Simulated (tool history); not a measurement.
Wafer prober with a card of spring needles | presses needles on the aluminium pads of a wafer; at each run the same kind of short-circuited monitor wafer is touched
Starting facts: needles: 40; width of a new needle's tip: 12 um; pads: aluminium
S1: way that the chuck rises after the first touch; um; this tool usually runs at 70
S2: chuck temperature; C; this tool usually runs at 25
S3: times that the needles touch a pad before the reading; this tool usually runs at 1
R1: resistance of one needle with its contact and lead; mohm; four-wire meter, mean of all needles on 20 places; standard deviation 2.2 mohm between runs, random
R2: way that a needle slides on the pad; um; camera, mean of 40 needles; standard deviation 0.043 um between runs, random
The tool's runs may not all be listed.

run 1 hour=0 | S1=70 S2=25 S3=1 | R1=252 R2=9.46
-- hour=2.1 tips cleaned on abrasive film
-- hour=11.7 tips cleaned on abrasive film
-- hour=20.2 tips cleaned on abrasive film
run 2 hour=23.6 | S1=70 S2=25 S3=1 | R1=247 R2=9.5
-- hour=29.6 tips cleaned on abrasive film
run 3 hour=37.4 | S1=75 S2=25 S3=1 | R1=244 R2=10.12
-- hour=38.8 tips cleaned on abrasive film
-- hour=48.4 tips cleaned on abrasive film
run 4 hour=50.6 | S1=75 S2=25 S3=1 | R1=249 R2=10.19
-- hour=57.5 tips cleaned on abrasive film
run 5 hour=65.4 | S1=75 S2=25 S3=1 | R1=255 R2=10.25
-- hour=66.5 tips cleaned on abrasive film
-- hour=75.5 tips cleaned on abrasive film
run 6 hour=77.6 | S1=75 S2=25 S3=1 | R1=246 R2=10.13
-- hour=84.7 tips cleaned on abrasive film
run 7 hour=87.2 | S1=70 S2=25 S3=1 | R1=252 R2=9.59
-- hour=94.4 tips cleaned on abrasive film
run 8 hour=99.2 | S1=70 S2=25 S3=1 | R1=249 R2=9.62
-- hour=103.6 tips cleaned on abrasive film
-- hour=112.5 tips cleaned on abrasive film
run 9 hour=113 | S1=70 S2=51 S3=1 | R1=258 R2=9.56
-- hour=122 tips cleaned on abrasive film
run 10 hour=130.1 | S1=70 S2=51 S3=1 | R1=259 R2=9.63
-- hour=132 tips cleaned on abrasive film
-- hour=140.8 tips cleaned on abrasive film
-- hour=150.5 tips cleaned on abrasive film
run 11 hour=151.5 | S1=70 S2=51 S3=1 | R1=259 R2=9.62
-- hour=159.3 tips cleaned on abrasive film
run 12 hour=167.5 | S1=70 S2=25 S3=1 | R1=251 R2=9.68
-- hour=168.9 tips cleaned on abrasive film
-- hour=177.6 tips cleaned on abrasive film
run 13 hour=183.3 | S1=70 S2=25 S3=1 | R1=251 R2=9.56
-- hour=186.4 tips cleaned on abrasive film
-- hour=195.5 tips cleaned on abrasive film
-- hour=204.6 tips cleaned on abrasive film
run 14 hour=205 | S1=70 S2=25 S3=1 | R1=252 R2=9.64
-- hour=213.6 tips cleaned on abrasive film
-- hour=222.1 tips cleaned on abrasive film
run 15 hour=222.1 | S1=70 S2=25 S3=1 | R1=251 R2=9.66
-- hour=231.9 tips cleaned on abrasive film
run 16 hour=232.4 | S1=70 S2=25 S3=1 | R1=254 R2=9.68
-- hour=241.2 tips cleaned on abrasive film
-- hour=247.2 gauge calibrated
run 17 hour=247.2 | S1=70 S2=67 S3=2 | R1=262 R2=9.44
-- hour=251.3 tips cleaned on abrasive film
-- hour=259.9 tips cleaned on abrasive film
run 18 hour=260.3 | S1=55 S2=77 S3=1 | R1=268 R2=7.49
-- hour=269.7 tips cleaned on abrasive film
run 19 hour=272.8 | S1=70 S2=25 S3=2 | R1=254 R2=9.5
-- hour=279.7 tips cleaned on abrasive film
-- hour=289 tips cleaned on abrasive film
run 20 hour=290 | S1=70 S2=25 S3=2 | R1=248 R2=9.44
-- hour=298.2 tips cleaned on abrasive film
-- hour=306.8 tips cleaned on abrasive film
run 21 hour=307.1 | S1=70 S2=25 S3=2 | R1=247 R2=9.45
-- hour=316.3 tips cleaned on abrasive film
run 22 hour=324.4 | S1=70 S2=25 S3=2 | R1=250 R2=9.51
-- hour=326.2 tips cleaned on abrasive film
-- hour=335.5 tips cleaned on abrasive film
run 23 hour=340.7 | S1=60 S2=25 S3=2 | R1=248 R2=8.19
-- hour=344.1 height of the first contact set anew
-- hour=346 tips cleaned on abrasive film
-- hour=354.6 tips cleaned on abrasive film
run 24 hour=360.5 | S1=53 S2=52 S3=2 | R1=259 R2=7.28
-- hour=363.6 tips cleaned on abrasive film
-- hour=372.5 tips cleaned on abrasive film
run 25 hour=372.7 | S1=53 S2=52 S3=2 | R1=261 R2=7.25
-- hour=382.2 tips cleaned on abrasive film
-- hour=391.7 tips cleaned on abrasive film
run 26 hour=393.9 | S1=53 S2=52 S3=2 | R1=264 R2=7.29
-- hour=400.5 tips cleaned on abrasive film
run 27 hour=404.6 | S1=58 S2=65 S3=2 | R1=262 R2=7.93
-- hour=410.9 tips cleaned on abrasive film
run 28 hour=418.6 | S1=53 S2=28 S3=1 | R1=253 R2=7.28
-- hour=420.3 tips cleaned on abrasive film
-- hour=428.9 tips cleaned on abrasive film
run 29 hour=433.6 | S1=53 S2=28 S3=1 | R1=250 R2=7.33
-- hour=438.5 tips cleaned on abrasive film
-- hour=447.7 tips cleaned on abrasive film
run 30 hour=455.9 | S1=53 S2=109 S3=1 | R1=273 R2=7.27
-- hour=457.6 tips cleaned on abrasive film
-- hour=466.4 tips cleaned on abrasive film
-- hour=476.6 tips cleaned on abrasive film
run 31 hour=479 | S1=70 S2=102 S3=1 | R1=269 R2=9.64

Predict each of these 4 candidate next runs independently; none follows another, all start after run 31:
-- hour=486.4 tips cleaned on abrasive film
run A hour=491.5 | S1=57 S2=25 S3=1 | R1=? R2=?
-- hour=486.4 tips cleaned on abrasive film
run B hour=491.5 | S1=80 S2=32 S3=2 | R1=? R2=?
-- hour=486.4 tips cleaned on abrasive film
run C hour=491.5 | S1=61 S2=115 S3=1 | R1=? R2=?
-- hour=486.4 tips cleaned on abrasive film
run D hour=491.5 | S1=70 S2=86 S3=2 | R1=? R2=?

run=A R1=249 R2=7.85
run=B R1=250 R2=11.16
run=C R1=273 R2=8.42
run=D R1=265 R2=9.68
Stripped of hidden state, with their random variation kept, the same runs would have yielded:
run=A R1=249 R2=7.64
run=B R1=249 R2=10.88
run=C R1=273 R2=8.2
run=D R1=265 R2=9.43
